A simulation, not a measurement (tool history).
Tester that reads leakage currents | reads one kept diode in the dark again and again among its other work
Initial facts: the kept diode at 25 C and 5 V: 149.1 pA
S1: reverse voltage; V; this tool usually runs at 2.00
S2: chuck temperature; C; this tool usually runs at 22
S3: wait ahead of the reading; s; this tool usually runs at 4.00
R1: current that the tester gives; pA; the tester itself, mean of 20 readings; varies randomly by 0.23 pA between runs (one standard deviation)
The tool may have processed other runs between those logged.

run 1 hour=0.0 | S1=2.00 S2=22 S3=4.00 | R1=76.38
run 2 hour=23.9 | S1=2.00 S2=22 S3=4.00 | R1=75.92
run 3 hour=59.3 | S1=2.00 S2=22 S3=8.76 | R1=76.15
run 4 hour=77.5 | S1=2.00 S2=20 S3=4.00 | R1=64.15
run 5 hour=94.0 | S1=2.00 S2=22 S3=4.00 | R1=76.26
run 6 hour=111.2 | S1=1.72 S2=22 S3=4.00 | R1=70.77
run 7 hour=142.3 | S1=2.00 S2=22 S3=4.00 | R1=76.02
run 8 hour=178.6 | S1=2.00 S2=22 S3=4.00 | R1=76.42
run 9 hour=201.4 | S1=2.00 S2=22 S3=4.00 | R1=76.65
run 10 hour=222.4 | S1=2.00 S2=22 S3=4.00 | R1=76.26
run 11 hour=239.6 | S1=2.00 S2=22 S3=1.74 | R1=76.61
run 12 hour=277.9 | S1=2.00 S2=22 S3=0.92 | R1=77.16
run 13 hour=294.9 | S1=2.00 S2=22 S3=4.00 | R1=76.82
run 14 hour=312.5 | S1=5.41 S2=22 S3=4.00 | R1=125.34
run 15 hour=336.9 | S1=2.00 S2=58 S3=4.00 | R1=1221.77
run 16 hour=359.3 | S1=1.26 S2=29 S3=0.96 | R1=110.31
run 17 hour=383.4 | S1=1.26 S2=27 S3=0.96 | R1=93.96
run 18 hour=402.6 | S1=1.26 S2=27 S3=0.96 | R1=93.84
run 19 hour=418.6 | S1=3.44 S2=37 S3=0.62 | R1=343.15
run 20 hour=453.5 | S1=3.44 S2=37 S3=0.62 | R1=341.64
run 21 hour=480.2 | S1=3.44 S2=37 S3=0.62 | R1=341.40
-- hour=486.1 probe card cleaned and baked
run 22 hour=517.8 | S1=2.59 S2=33 S3=0.41 | R1=218.52
-- hour=544.6 probe card cleaned and baked, once more
run 23 hour=552.0 | S1=15.55 S2=60 S3=0.58 | R1=3758.72
run 24 hour=586.3 | S1=15.55 S2=60 S3=0.58 | R1=3782.92
run 25 hour=610.6 | S1=15.55 S2=60 S3=0.89 | R1=3767.96
run 26 hour=642.6 | S1=15.55 S2=60 S3=0.89 | R1=3779.78
run 27 hour=681.0 | S1=5.57 S2=22 S3=0.34 | R1=126.91
run 28 hour=697.1 | S1=5.57 S2=22 S3=0.34 | R1=127.15
run 29 hour=718.5 | S1=17.99 S2=22 S3=0.72 | R1=223.01
run 30 hour=755.8 | S1=17.99 S2=26 S3=0.46 | R1=315.47

4 ways to go on from here, each from the tool as it stands after run 30. What would each give?
run A hour=780.2 | S1=2.00 S2=34 S3=0.40 | R1=?
run B hour=780.2 | S1=2.09 S2=24 S3=0.37 | R1=?
run C hour=780.2 | S1=17.99 S2=26 S3=1.94 | R1=?
run D hour=780.2 | S1=1.19 S2=26 S3=0.50 | R1=?

run=A R1=208.72
run=B R1=93.46
run=C R1=310.53
run=D R1=84.34
Without the tool's unlogged condition, the same runs would have read:
run=A R1=202.48
run=B R1=90.40
run=C R1=299.94
run=D R1=81.65

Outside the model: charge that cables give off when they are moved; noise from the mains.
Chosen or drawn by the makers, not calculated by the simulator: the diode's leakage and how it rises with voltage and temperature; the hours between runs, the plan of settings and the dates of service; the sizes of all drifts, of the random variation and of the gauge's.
